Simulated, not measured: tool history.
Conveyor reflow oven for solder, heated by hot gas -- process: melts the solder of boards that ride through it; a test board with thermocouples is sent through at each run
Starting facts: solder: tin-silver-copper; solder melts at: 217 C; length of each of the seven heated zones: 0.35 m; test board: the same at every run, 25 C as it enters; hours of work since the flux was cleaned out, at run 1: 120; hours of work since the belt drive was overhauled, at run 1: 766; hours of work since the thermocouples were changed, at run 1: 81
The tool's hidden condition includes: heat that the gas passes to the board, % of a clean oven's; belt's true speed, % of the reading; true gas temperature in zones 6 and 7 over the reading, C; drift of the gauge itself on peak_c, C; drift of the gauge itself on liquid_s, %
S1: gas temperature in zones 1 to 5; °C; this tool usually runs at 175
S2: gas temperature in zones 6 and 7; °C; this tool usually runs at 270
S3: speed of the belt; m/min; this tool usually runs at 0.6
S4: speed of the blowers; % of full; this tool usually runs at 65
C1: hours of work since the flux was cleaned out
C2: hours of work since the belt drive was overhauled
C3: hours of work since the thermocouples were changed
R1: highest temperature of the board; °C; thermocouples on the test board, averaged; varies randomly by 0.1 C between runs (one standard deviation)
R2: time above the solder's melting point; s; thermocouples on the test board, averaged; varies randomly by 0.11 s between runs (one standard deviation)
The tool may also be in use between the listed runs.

| run | hour | S1 | S2 | S3 | S4 | C1 | C2 | C3 | R1 | R2 |
|---|---|---|---|---|---|---|---|---|---|---|
| 1 | 0 | 175 | 270 | 0.6 | 65 | 120 | 766 | 81 | 256.1 | 56.1 |
| 2 | 33.9 | 175 | 270 | 0.6 | 65 | 143 | 789 | 105 | 255.9 | 55.9 |
|  | 53.6 | flux residue cleaned out of gas plates and filters |
| 3 | 70.2 | 175 | 270 | 0.644 | 65 | 12 | 811 | 127 | 254.7 | 51.2 |
| 4 | 109.2 | 175 | 270 | 0.644 | 65 | 39 | 839 | 154 | 254.3 | 51.1 |
| 5 | 163 | 175 | 270 | 0.644 | 65 | 77 | 876 | 192 | 254.3 | 51.1 |
| 6 | 191.2 | 175 | 270 | 0.644 | 65 | 96 | 896 | 212 | 254.1 | 50.9 |
| 7 | 226.8 | 175 | 270 | 0.644 | 65 | 121 | 921 | 237 | 254.1 | 51 |
| 8 | 253.3 | 175 | 270 | 0.644 | 65 | 140 | 940 | 255 | 254.1 | 50.8 |
|  | 281.4 | flux residue cleaned out of gas plates and filters |
| 9 | 301.6 | 175 | 270 | 0.644 | 65 | 14 | 970 | 285 | 254.7 | 51.6 |
| 10 | 324.1 | 175 | 270 | 0.644 | 65 | 30 | 986 | 301 | 254.6 | 51.6 |
| 11 | 377.3 | 175 | 270 | 0.644 | 65 | 67 | 1023 | 338 | 254.5 | 51.3 |
| 12 | 423.6 | 175 | 270 | 0.644 | 65 | 100 | 1055 | 371 | 254.7 | 51.3 |
| 13 | 450.5 | 175 | 270 | 0.6 | 65 | 118 | 1074 | 390 | 256.6 | 56.7 |
| 14 | 495 | 175 | 270 | 0.6 | 65 | 150 | 1105 | 421 | 256.4 | 56.7 |
|  | 505.2 | flux residue cleaned out of gas plates and filters |
|  | 509.2 | belt drive overhauled, speed set with a stopwatch |
| 15 | 529.5 | 175 | 270 | 0.6 | 65 | 14 | 14 | 439 | 257.4 | 58.1 |
| 16 | 556.7 | 165 | 270 | 0.6 | 65 | 33 | 33 | 458 | 255.9 | 54.3 |
| 17 | 603.6 | 165 | 270 | 0.6 | 65 | 66 | 66 | 491 | 255.8 | 54.1 |
| 18 | 643.4 | 162 | 269 | 0.688 | 62 | 94 | 94 | 518 | 248.3 | 40.7 |
| 19 | 675.3 | 162 | 269 | 0.688 | 62 | 116 | 116 | 541 | 248.3 | 40.8 |
|  | 682.5 | belt drive overhauled, speed set with a stopwatch, once more |
| 20 | 710 | 184 | 285 | 0.496 | 65 | 138 | 19 | 562 | 276 | 81.2 |
|  | 736.9 | flux residue cleaned out of gas plates and filters |
| 21 | 749.9 | 190 | 261 | 0.496 | 65 | 9 | 44 | 587 | 254.8 | 74.3 |
| 22 | 786.3 | 190 | 261 | 0.496 | 54 | 35 | 69 | 612 | 252.7 | 72.2 |
| 23 | 836.3 | 190 | 259 | 0.496 | 61 | 70 | 104 | 647 | 252.2 | 72.4 |
| 24 | 873.9 | 190 | 259 | 0.506 | 61 | 96 | 130 | 673 | 251.9 | 70.9 |
| 25 | 900.7 | 183 | 266 | 0.513 | 65 | 115 | 149 | 692 | 257.8 | 70.5 |
| 26 | 929.7 | 183 | 266 | 0.513 | 65 | 135 | 170 | 712 | 257.8 | 70.5 |
|  | 962.2 | flux residue cleaned out of gas plates and filters |
| 27 | 983.1 | 180 | 263 | 0.669 | 55 | 15 | 203 | 746 | 245.4 | 43.3 |
| 28 | 1005.5 | 180 | 263 | 0.669 | 55 | 30 | 219 | 762 | 245.2 | 43.1 |
| 29 | 1045.9 | 180 | 263 | 0.669 | 60 | 59 | 247 | 790 | 246.7 | 44.7 |
| 30 | 1084.2 | 180 | 263 | 0.669 | 60 | 85 | 274 | 817 | 246.7 | 44.6 |
| 31 | 1115.7 | 176 | 270 | 0.6 | 81 | 107 | 296 | 839 | 260.4 | 59.2 |

Take each entry between the runs: how does the hidden state at the last listed run before it differ from the hidden state at the first listed run after it?
Between runs 2 and 3: flux residue cleaned out of gas plates and filters (hour 53.6)
  heat that the gas passes to the board, % of a clean oven's: 95.4 -> 99.6; belt's true speed, % of the reading: 98.67 -> 98.64; true gas temperature in zones 6 and 7 over the reading, C: -0.02 -> 0.01
  difference, measured minus the result without the unlogged condition, R1: -0.5 -> +0.3 °C; R2: +0.3 -> +1 s
Between runs 8 and 9: flux residue cleaned out of gas plates and filters (hour 281.4)
  heat that the gas passes to the board, % of a clean oven's: 96 -> 99.4; belt's true speed, % of the reading: 98.43 -> 98.38; true gas temperature in zones 6 and 7 over the reading, C: 0.2 -> 0.25
  difference, measured minus the result without the unlogged condition, R1: -0.1 -> +0.6 °C; R2: +0.6 -> +1.3 s
Between runs 14 and 15: flux residue cleaned out of gas plates and filters (hour 505.2); belt drive overhauled, speed set with a stopwatch (hour 509.2)
  heat that the gas passes to the board, % of a clean oven's: 95.6 -> 98.8; belt's true speed, % of the reading: 98.16 -> 96.97; true gas temperature in zones 6 and 7 over the reading, C: 0.46 -> 0.49
  difference, measured minus the result without the unlogged condition, R1: +0.1 -> +1.1 °C; R2: +1.1 -> +2.5 s
Between runs 19 and 20: belt drive overhauled, speed set with a stopwatch, once more (hour 682.5)
  heat that the gas passes to the board, % of a clean oven's: 95.9 -> 95.3; belt's true speed, % of the reading: 96.8 -> 100.04; true gas temperature in zones 6 and 7 over the reading, C: 0.63 -> 0.66
  difference, measured minus the result without the unlogged condition, R1: +0.8 -> -0.1 °C; R2: +1.9 -> +0 s
Between runs 20 and 21: flux residue cleaned out of gas plates and filters (hour 736.9)
  heat that the gas passes to the board, % of a clean oven's: 95.3 -> 99; belt's true speed, % of the reading: 100.04 -> 100; true gas temperature in zones 6 and 7 over the reading, C: 0.66 -> 0.7
  difference, measured minus the result without the unlogged condition, R1: -0.1 -> +0.5 °C; R2: +0 -> +0.3 s
Between runs 26 and 27: flux residue cleaned out of gas plates and filters (hour 962.2)
  heat that the gas passes to the board, % of a clean oven's: 95.6 -> 99.1; belt's true speed, % of the reading: 99.78 -> 99.73; true gas temperature in zones 6 and 7 over the reading, C: 0.88 -> 0.94
  difference, measured minus the result without the unlogged condition, R1: +0.3 -> +0.7 °C; R2: +0.2 -> +0.7 s

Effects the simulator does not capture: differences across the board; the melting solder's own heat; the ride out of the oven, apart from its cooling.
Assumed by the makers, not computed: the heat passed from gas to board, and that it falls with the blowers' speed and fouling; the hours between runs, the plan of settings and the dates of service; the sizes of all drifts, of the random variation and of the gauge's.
